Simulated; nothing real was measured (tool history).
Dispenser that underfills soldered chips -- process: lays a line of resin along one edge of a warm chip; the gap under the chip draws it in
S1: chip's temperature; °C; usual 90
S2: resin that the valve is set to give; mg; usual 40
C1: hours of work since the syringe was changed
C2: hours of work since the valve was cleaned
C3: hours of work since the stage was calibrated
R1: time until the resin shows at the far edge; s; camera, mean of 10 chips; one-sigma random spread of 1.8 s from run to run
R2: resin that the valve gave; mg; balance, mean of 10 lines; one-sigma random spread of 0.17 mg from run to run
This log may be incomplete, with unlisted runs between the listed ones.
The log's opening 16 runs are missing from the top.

Run 17, hour 48.7: usual settings but S2 35.6 mg; C1 10; C2 73; C3 68. Result: R1 281.7 s, R2 33.22 mg.
At hour 49.2: new syringe of resin.
Run 18, hour 53.2: usual settings but S2 35.6 mg; C1 3; C2 76; C3 72. Result: R1 219.5 s, R2 33.37 mg.
Run 19, hour 55.8: usual settings but S1 76 °C, S2 50.2 mg; C1 5; C2 78; C3 74. Result: R1 398.2 s, R2 46.63 mg.
Run 20, hour 58: usual settings but S1 100 °C, S2 37.3 mg; C1 7; C2 80; C3 75. Result: R1 173.5 s, R2 34.81 mg.
Run 21, hour 60.1: usual settings but S1 95 °C, S2 43.1 mg; C1 9; C2 82; C3 77. Result: R1 219.8 s, R2 39.86 mg.
At hour 62: new syringe of resin.
Run 22, hour 63.1: usual settings but S1 95 °C, S2 43.1 mg; C1 1; C2 84; C3 79. Result: R1 151.9 s, R2 39.95 mg.
Run 23, hour 65.2: usual settings but S1 87 °C, S2 38.7 mg; C1 3; C2 85; C3 81. Result: R1 228.7 s, R2 35.76 mg.
Run 24, hour 67.3: usual settings but S1 76 °C; C1 4; C2 87; C3 82. Result: R1 387 s, R2 36.88 mg.
Run 25, hour 69.7: usual settings but S1 76 °C; C1 6; C2 89; C3 84. Result: R1 420.6 s, R2 36.9 mg.
Run 26, hour 72.2: usual settings but S1 87 °C, S2 36.9 mg; C1 8; C2 91; C3 86. Result: R1 299.2 s, R2 33.98 mg.
At hour 74.9: new syringe of resin.
Run 27, hour 76.4: usual settings but S2 46.3 mg; C1 1; C2 94; C3 89. Result: R1 189 s, R2 42.44 mg.
Run 28, hour 79.3: usual settings but S1 89 °C, S2 46.6 mg; C1 3; C2 96; C3 91. Result: R1 215.6 s, R2 42.48 mg.
At hour 82.3: dispensing valve cleaned and set on the balance.
Run 29, hour 84.4: usual settings but S1 89 °C, S2 46.6 mg; C1 7; C2 2; C3 95. Result: R1 248.2 s, R2 46.48 mg.
Run 30, hour 87.3: usual settings but S1 100 °C, S2 45.1 mg; C1 9; C2 4; C3 97. Result: R1 177.1 s, R2 45.18 mg.

Predict the results of run 31:
At hour 89: new syringe of resin.
Run 31, hour 89.5: usual settings but S1 77 °C, S2 43.2 mg; C1 0; C2 5; C3 98. Result: R1 ?, R2 ?.

Run 31 measured R1 311.1 s, R2 42.78 mg.
Minus the tool's unlogged condition, the same run would have read R1 299.6 s, R2 43.03 mg.

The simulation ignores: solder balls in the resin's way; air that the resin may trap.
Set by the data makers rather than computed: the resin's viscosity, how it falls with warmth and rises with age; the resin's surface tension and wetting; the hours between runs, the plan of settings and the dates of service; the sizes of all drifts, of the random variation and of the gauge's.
